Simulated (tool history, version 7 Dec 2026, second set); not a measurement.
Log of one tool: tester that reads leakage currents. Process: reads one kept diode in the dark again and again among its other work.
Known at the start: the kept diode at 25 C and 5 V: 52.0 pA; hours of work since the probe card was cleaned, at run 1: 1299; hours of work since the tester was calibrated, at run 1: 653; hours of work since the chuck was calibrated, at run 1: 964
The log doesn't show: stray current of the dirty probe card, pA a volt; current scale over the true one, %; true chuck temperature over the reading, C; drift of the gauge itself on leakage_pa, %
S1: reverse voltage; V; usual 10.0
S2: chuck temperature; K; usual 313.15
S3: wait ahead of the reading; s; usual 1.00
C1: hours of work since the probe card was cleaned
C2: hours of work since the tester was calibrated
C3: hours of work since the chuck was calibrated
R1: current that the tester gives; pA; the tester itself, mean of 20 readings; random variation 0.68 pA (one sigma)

{"run": 1, "hour": 0.0, "S1": 10.0, "S2": 313.15, "S3": 1.0, "C1": 1299, "C2": 653, "C3": 964, "R1": 223.1}
{"run": 2, "hour": 28.4, "S1": 10.0, "S2": 313.15, "S3": 1.0, "C1": 1315, "C2": 670, "C3": 981, "R1": 223.45}
{"run": 3, "hour": 44.9, "S1": 3.2, "S2": 313.15, "S3": 1.0, "C1": 1325, "C2": 679, "C3": 990, "R1": 117.26}
{"run": 4, "hour": 66.2, "S1": 3.2, "S2": 313.15, "S3": 1.0, "C1": 1337, "C2": 692, "C3": 1003, "R1": 117.01}
{"run": 5, "hour": 88.2, "S1": 10.0, "S2": 313.15, "S3": 1.0, "C1": 1350, "C2": 704, "C3": 1016, "R1": 221.95}
{"run": 6, "hour": 116.5, "S1": 10.0, "S2": 313.15, "S3": 1.0, "C1": 1367, "C2": 721, "C3": 1032, "R1": 222.12}
{"run": 7, "hour": 144.4, "S1": 10.0, "S2": 313.15, "S3": 1.0, "C1": 1383, "C2": 737, "C3": 1048, "R1": 223.01}
{"run": 8, "hour": 159.6, "S1": 1.1, "S2": 313.15, "S3": 1.0, "C1": 1392, "C2": 746, "C3": 1057, "R1": 64.86}
{"run": 9, "hour": 180.8, "S1": 1.1, "S2": 331.15, "S3": 1.0, "C1": 1404, "C2": 759, "C3": 1070, "R1": 202.8}
{"run": 10, "hour": 202.5, "S1": 1.1, "S2": 331.15, "S3": 1.0, "C1": 1417, "C2": 771, "C3": 1082, "R1": 203.44}
{"run": 11, "hour": 214.9, "S1": 1.1, "S2": 331.15, "S3": 1.0, "C1": 1424, "C2": 778, "C3": 1090, "R1": 204.36}
{"run": 12, "hour": 234.6, "S1": 1.1, "S2": 331.15, "S3": 1.0, "C1": 1436, "C2": 790, "C3": 1101, "R1": 203.5}
{"run": 13, "hour": 247.6, "S1": 1.1, "S2": 312.15, "S3": 1.0, "C1": 1443, "C2": 798, "C3": 1109, "R1": 60.54}
{"run": 14, "hour": 275.4, "S1": 10.0, "S2": 330.15, "S3": 1.0, "C1": 1460, "C2": 814, "C3": 1125, "R1": 644.4}
{"run": 15, "hour": 297.0, "S1": 10.0, "S2": 313.15, "S3": 1.0, "C1": 1472, "C2": 826, "C3": 1137, "R1": 223.25}
{"run": 16, "hour": 323.7, "S1": 10.0, "S2": 313.15, "S3": 1.0, "C1": 1488, "C2": 842, "C3": 1153, "R1": 221.35}
{"run": 17, "hour": 345.2, "S1": 1.3, "S2": 313.15, "S3": 1.0, "C1": 1500, "C2": 855, "C3": 1166, "R1": 70.68}
{"run": 18, "hour": 369.4, "S1": 1.3, "S2": 313.15, "S3": 1.0, "C1": 1514, "C2": 869, "C3": 1180, "R1": 70.52}
{"run": 19, "hour": 392.4, "S1": 10.0, "S2": 313.15, "S3": 1.0, "C1": 1528, "C2": 882, "C3": 1193, "R1": 221.1}
{"run": 20, "hour": 415.5, "S1": 10.0, "S2": 313.15, "S3": 1.0, "C1": 1541, "C2": 896, "C3": 1207, "R1": 221.38}
{"run": 21, "hour": 437.4, "S1": 5.6, "S2": 313.15, "S3": 1.77, "C1": 1554, "C2": 908, "C3": 1219, "R1": 158.72}
{"run": 22, "hour": 461.9, "S1": 3.3, "S2": 313.15, "S3": 0.61, "C1": 1568, "C2": 923, "C3": 1234, "R1": 119.54}
{"run": 23, "hour": 475.7, "S1": 3.8, "S2": 296.15, "S3": 1.99, "C1": 1576, "C2": 931, "C3": 1242, "R1": 40.07}
{"run": 24, "hour": 493.9, "S1": 1.8, "S2": 296.15, "S3": 1.9, "C1": 1587, "C2": 941, "C3": 1252, "R1": 25.89}
{"run": 25, "hour": 507.2, "S1": 1.8, "S2": 296.15, "S3": 1.9, "C1": 1595, "C2": 949, "C3": 1260, "R1": 25.95}
{"run": 26, "hour": 522.7, "S1": 14.5, "S2": 305.15, "S3": 0.55, "C1": 1604, "C2": 958, "C3": 1269, "R1": 167.04}
{"run": 27, "hour": 536.9, "S1": 6.6, "S2": 325.15, "S3": 1.19, "C1": 1612, "C2": 966, "C3": 1277, "R1": 373.78}
{"run": 28, "hour": 556.9, "S1": 2.2, "S2": 300.15, "S3": 1.69, "C1": 1624, "C2": 978, "C3": 1289, "R1": 38.61}
{"run": 29, "hour": 584.7, "S1": 2.4, "S2": 313.15, "S3": 1.0, "C1": 1640, "C2": 994, "C3": 1305, "R1": 98.15}
{"run": 30, "hour": 606.2, "S1": 2.4, "S2": 313.15, "S3": 0.34, "C1": 1653, "C2": 1007, "C3": 1318, "R1": 99.85}
{"run": 31, "hour": 620.6, "S1": 10.0, "S2": 318.15, "S3": 3.6, "C1": 1661, "C2": 1015, "C3": 1326, "R1": 302.07}
{"run": 32, "hour": 650.7, "S1": 10.0, "S2": 310.15, "S3": 3.6, "C1": 1679, "C2": 1033, "C3": 1344, "R1": 179.39}
{"run": 33, "hour": 667.9, "S1": 1.1, "S2": 326.15, "S3": 2.21, "C1": 1689, "C2": 1043, "C3": 1354, "R1": 147.61}
{"run": 34, "hour": 689.3, "S1": 1.1, "S2": 296.15, "S3": 0.5, "C1": 1701, "C2": 1055, "C3": 1366, "R1": 20.03}
{"run": 35, "hour": 714.5, "S1": 10.0, "S2": 313.15, "S3": 2.52, "C1": 1716, "C2": 1070, "C3": 1381, "R1": 218.99}
{"run": 36, "hour": 731.7, "S1": 10.0, "S2": 298.15, "S3": 0.45, "C1": 1726, "C2": 1080, "C3": 1391, "R1": 86.24}
{"run": 37, "hour": 747.2, "S1": 16.7, "S2": 313.15, "S3": 1.0, "C1": 1735, "C2": 1089, "C3": 1400, "R1": 295.5}
{"run": 38, "hour": 777.6, "S1": 10.0, "S2": 302.15, "S3": 1.0, "C1": 1753, "C2": 1107, "C3": 1418, "R1": 107.38}
{"run": 39, "hour": 807.3, "S1": 8.8, "S2": 299.15, "S3": 3.26, "C1": 1770, "C2": 1124, "C3": 1435, "R1": 79.85}

Some steps in R1 between neighbouring runs. How much of each would the tool show without its hidden state too (settings, what came in, random variation), and how much is left for the hidden state, with any gauge scatter that isn't in both results?
Run 13 -> 14: S1 1.1 -> 10.0, S2 312.15 -> 330.15. R1 +583.86 pA: hidden state -17.73, all else +601.59.
Run 14 -> 15: S2 330.15 -> 313.15. R1 -421.15 pA: hidden state +17.01, all else -438.16.
Run 26 -> 27: S1 14.5 -> 6.6, S2 305.15 -> 325.15, S3 0.55 -> 1.19. R1 +206.74 pA: hidden state -16.85, all else +223.59.
Run 27 -> 28: S1 6.6 -> 2.2, S2 325.15 -> 300.15, S3 1.19 -> 1.69. R1 -335.17 pA: hidden state +13.25, all else -348.42.

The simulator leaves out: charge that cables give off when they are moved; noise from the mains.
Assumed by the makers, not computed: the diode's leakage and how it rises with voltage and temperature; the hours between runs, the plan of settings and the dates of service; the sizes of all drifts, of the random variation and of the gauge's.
